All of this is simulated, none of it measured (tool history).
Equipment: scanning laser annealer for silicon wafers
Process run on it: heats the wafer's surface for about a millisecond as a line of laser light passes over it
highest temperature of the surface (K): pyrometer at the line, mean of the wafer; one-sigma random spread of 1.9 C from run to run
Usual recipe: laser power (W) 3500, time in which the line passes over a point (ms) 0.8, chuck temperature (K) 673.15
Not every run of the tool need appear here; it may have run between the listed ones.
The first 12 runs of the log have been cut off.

| run | day | laser power (W) | time in which the line passes over a point (ms) | chuck temperature (K) | highest temperature of the surface (K) |
|---|---|---|---|---|---|
| 13 | 3.942 | 3147 | 0.572 | 673.15 | 1272.15 |
| 14 | 4.338 | 3147 | 0.572 | 673.15 | 1271.15 |
| 15 | 4.612 | 3500 | 0.8 | 673.15 | 1468.15 |
| 16 | 4.804 | 3499 | 0.8 | 673.15 | 1474.15 |
| 17 | 5.042 | 3656 | 0.79 | 693.15 | 1527.15 |
| 18 | 5.367 | 3528 | 0.967 | 696.15 | 1572.15 |
|  | 5.688 | window over the wafer cleaned |
| 19 | 5.912 | 3577 | 0.8 | 644.15 | 1486.15 |
|  | 6.154 | optics aligned, line set to its width |
| 20 | 6.467 | 3505 | 0.903 | 673.15 | 1544.15 |
| 21 | 6.875 | 3361 | 0.936 | 657.15 | 1496.15 |
| 22 | 7.112 | 3380 | 0.819 | 678.15 | 1472.15 |
|  | 7.488 | optics aligned, line set to its width, once more |
| 23 | 7.521 | 3380 | 0.819 | 678.15 | 1473.15 |
| 24 | 7.779 | 3681 | 0.646 | 659.15 | 1444.15 |
| 25 | 8.217 | 3228 | 0.872 | 643.15 | 1420.15 |
| 26 | 8.667 | 3371 | 0.635 | 663.15 | 1367.15 |

The next listed run, before its measurement:
| 27 | 8.858 | 3546 | 0.997 | 711.15 | ? |

highest temperature of the surface (K): 1633.15
Take away the tool's hidden state, keep the run-to-run variation as it was, and the same run would have given highest temperature of the surface (K) 1638.15.

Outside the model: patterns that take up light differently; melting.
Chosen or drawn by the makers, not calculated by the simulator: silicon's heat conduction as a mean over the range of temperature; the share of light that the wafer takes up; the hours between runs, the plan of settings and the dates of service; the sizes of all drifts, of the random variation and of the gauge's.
